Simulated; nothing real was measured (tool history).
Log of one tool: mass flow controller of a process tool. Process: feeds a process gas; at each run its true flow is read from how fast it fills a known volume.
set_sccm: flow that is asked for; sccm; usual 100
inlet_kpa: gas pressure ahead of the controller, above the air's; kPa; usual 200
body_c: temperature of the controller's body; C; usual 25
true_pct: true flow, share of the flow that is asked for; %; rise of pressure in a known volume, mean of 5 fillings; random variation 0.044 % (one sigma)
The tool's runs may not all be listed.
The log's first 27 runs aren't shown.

| run | day | set_sccm | inlet_kpa | body_c | true_pct |
|---|---|---|---|---|---|
| 28 | 89.45 | 33 | 213 | 32 | 99.86 |
| 29 | 92.658 | 33 | 213 | 32 | 99.92 |
| 30 | 97.038 | 65 | 149 | 24 | 99.19 |
| 31 | 99.2 | 165 | 149 | 22 | 99.69 |
| 32 | 101.117 | 165 | 154 | 21 | 99.65 |
| 33 | 105.217 | 165 | 154 | 37 | 100.68 |
| 34 | 108.658 | 26 | 187 | 36 | 100.24 |
| 35 | 110.6 | 26 | 187 | 36 | 100.21 |
| 36 | 113.554 | 26 | 187 | 36 | 100.38 |
| 37 | 116.55 | 168 | 160 | 39 | 101.12 |
| 38 | 121.008 | 26 | 200 | 33 | 100.44 |
| 39 | 123.025 | 20 | 140 | 26 | 99.64 |
| 40 | 125.421 | 115 | 140 | 24 | 99.98 |
| 41 | 129.396 | 115 | 140 | 24 | 100.09 |
| 42 | 133.729 | 71 | 191 | 25 | 100.41 |
| 43 | 138.071 | 132 | 273 | 31 | 101.74 |
| 44 | 141.608 | 32 | 200 | 29 | 100.63 |
| 45 | 143.821 | 89 | 247 | 26 | 101.23 |
| 46 | 147.292 | 100 | 236 | 21 | 101.1 |
| 47 | 149.975 | 130 | 153 | 25 | 100.77 |
| 48 | 153.55 | 130 | 153 | 25 | 100.88 |

Forecast each of these 3 alternatives for the next run:
| A | 156.625 | 88 | 195 | 21 | ? |
| B | 156.625 | 116 | 141 | 38 | ? |
| C | 156.625 | 49 | 215 | 25 | ? |

| run | true_pct |
|---|---|
| A | 100.8 |
| B | 101.41 |
| C | 101 |
Without the tool's hidden state the same runs would have given:
| run | true_pct |
|---|---|
| A | 99.22 |
| B | 99.81 |
| C | 99.41 |
